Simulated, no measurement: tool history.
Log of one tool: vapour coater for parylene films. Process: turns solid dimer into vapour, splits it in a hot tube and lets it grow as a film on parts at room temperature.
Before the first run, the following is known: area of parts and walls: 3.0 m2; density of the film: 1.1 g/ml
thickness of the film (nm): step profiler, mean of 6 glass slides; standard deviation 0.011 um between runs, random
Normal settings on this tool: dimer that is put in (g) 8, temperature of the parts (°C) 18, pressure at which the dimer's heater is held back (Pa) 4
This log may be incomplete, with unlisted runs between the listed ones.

| run | hour | dimer that is put in (g) | temperature of the parts (°C) | pressure at which the dimer's heater is held back (Pa) | thickness of the film (nm) |
|---|---|---|---|---|---|
| 1 | 0 | 8 | 18 | 4 | 1340 |
| 2 | 20.5 | 8 | 10 | 4 | 1620 |
| 3 | 39.8 | 8 | 10 | 4 | 1620 |
| 4 | 76.4 | 8 | 10 | 4 | 1580 |
| 5 | 120.5 | 8 | 18 | 2.69 | 1330 |
| 6 | 164.1 | 8 | 18 | 4 | 1330 |
| 7 | 184.9 | 8 | 18 | 4 | 1300 |
| 8 | 230 | 8 | 18 | 4 | 1310 |
| 9 | 263.2 | 8 | 18 | 4 | 1310 |
| 10 | 306.3 | 8 | 18 | 4 | 1330 |
| 11 | 330.9 | 8 | 18 | 4 | 1300 |
| 12 | 356 | 6 | 18 | 4 | 980 |
|  | 384.8 | trap's valve overhauled |
| 13 | 402.3 | 8 | 18 | 4 | 1400 |
| 14 | 429 | 8 | 18 | 4 | 1390 |
| 15 | 448.3 | 8 | 18 | 4 | 1370 |
| 16 | 484.3 | 8 | 18 | 4 | 1360 |
| 17 | 521.8 | 6 | 18 | 4 | 1020 |
| 18 | 560.9 | 6 | 18 | 4 | 1040 |
| 19 | 584.1 | 6 | 18 | 4 | 1010 |
|  | 587 | table's thermometer calibrated |
| 20 | 610.6 | 6 | 18 | 4 | 1040 |
| 21 | 651.9 | 8 | 18 | 4 | 1380 |
| 22 | 680.5 | 8 | 18 | 4 | 1380 |
| 23 | 712.9 | 8 | 18 | 5.16 | 1350 |
|  | 729 | table's thermometer calibrated, once more |
| 24 | 757.8 | 14 | 18 | 4 | 2310 |
| 25 | 789.6 | 4 | 15 | 4 | 700 |
| 26 | 831.6 | 7 | 29 | 4 | 890 |
| 27 | 868.7 | 8 | 17 | 4 | 1330 |
| 28 | 909.5 | 8 | 17 | 4 | 1340 |
| 29 | 942.7 | 8 | 21 | 2.43 | 1250 |
| 30 | 961.3 | 8 | 11 | 2.75 | 1560 |
| 31 | 1001.3 | 8 | 11 | 2.75 | 1550 |
| 32 | 1044.4 | 8 | 11 | 2.75 | 1540 |
| 33 | 1073.4 | 12 | 22 | 2.75 | 1820 |
| 34 | 1117.9 | 12 | 17 | 11.47 | 1840 |
| 35 | 1145.1 | 7 | 18 | 2.07 | 1150 |
|  | 1167.1 | trap's valve overhauled |
| 36 | 1182.3 | 6 | 13 | 6.13 | 1120 |
| 37 | 1213 | 4 | 13 | 6.13 | 740 |
| 38 | 1241.5 | 8 | 30 | 5.52 | 1020 |
| 39 | 1276.5 | 8 | 30 | 5.52 | 1010 |
| 40 | 1303 | 8 | 18 | 6.45 | 1320 |
| 41 | 1323.6 | 8 | 18 | 6.45 | 1300 |
| 42 | 1352.8 | 8 | 18 | 6.45 | 1330 |
| 43 | 1381 | 4 | 24 | 8.69 | 570 |
| 44 | 1412.4 | 8 | 19 | 2.24 | 1330 |
| 45 | 1450 | 12 | 18 | 4 | 2000 |
| 46 | 1480.2 | 7 | 25 | 11.42 | 940 |

What would each run have given without the hidden state, its run-to-run variation left as it was?
Hidden state at play: vapour lost through the trap's worn valve, %; true temperature of the parts over the reading, C; drift of the gauge itself on film_um, %.
| run | thickness of the film (nm) |
|---|---|
| 1 | 1370 |
| 2 | 1650 |
| 3 | 1660 |
| 4 | 1630 |
| 5 | 1370 |
| 6 | 1380 |
| 7 | 1350 |
| 8 | 1370 |
| 9 | 1370 |
| 10 | 1400 |
| 11 | 1370 |
| 12 | 1030 |
| 13 | 1380 |
| 14 | 1370 |
| 15 | 1360 |
| 16 | 1350 |
| 17 | 1010 |
| 18 | 1040 |
| 19 | 1010 |
| 20 | 1020 |
| 21 | 1380 |
| 22 | 1370 |
| 23 | 1350 |
| 24 | 2410 |
| 25 | 730 |
| 26 | 940 |
| 27 | 1410 |
| 28 | 1410 |
| 29 | 1320 |
| 30 | 1660 |
| 31 | 1650 |
| 32 | 1650 |
| 33 | 1950 |
| 34 | 1990 |
| 35 | 1240 |
| 36 | 1120 |
| 37 | 740 |
| 38 | 1030 |
| 39 | 1020 |
| 40 | 1330 |
| 41 | 1320 |
| 42 | 1350 |
| 43 | 580 |
| 44 | 1360 |
| 45 | 2050 |
| 46 | 960 |
